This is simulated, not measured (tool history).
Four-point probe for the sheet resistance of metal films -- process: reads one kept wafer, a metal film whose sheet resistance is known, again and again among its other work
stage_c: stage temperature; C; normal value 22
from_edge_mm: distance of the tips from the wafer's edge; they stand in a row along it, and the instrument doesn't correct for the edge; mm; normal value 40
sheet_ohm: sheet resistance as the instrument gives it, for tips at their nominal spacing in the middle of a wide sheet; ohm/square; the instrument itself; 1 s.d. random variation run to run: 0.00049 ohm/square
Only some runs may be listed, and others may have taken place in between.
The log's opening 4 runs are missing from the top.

run   hour  stage_c  from_edge_mm  sheet_ohm
  5   43.7       30            40   2.446736
  6   58.9       30            40   2.446451
  7   70.7       30            40   2.446147
  8   79.9       30            40   2.445790
  9   90.8       30            17   2.451193
 10  106.8       19            17   2.433381
 11  120.9       19            17   2.433501
 12  132.3       22             7   2.472991
 13  143.7       19            40   2.427160
 14  155.6       19            40   2.426461
 15  164.2       19            40   2.426504
 16  179.3       19            40   2.425573
 17  189.7       23            59   2.432570
 18  200.6       32            40   2.448446
 19  213.0       19            11   2.442066
 20  223.7       26            38   2.438011
 21  231.8       27            20   2.441925
 22  240.8       20            25   2.430295

What will run 23 give?
 23  249.1       20            25          ?

Run 23 came out at sheet_ohm 2.429166 ohm/square.
On a tool with no hidden condition, and with the same random variation, this run would have come out at sheet_ohm 2.437744 ohm/square.
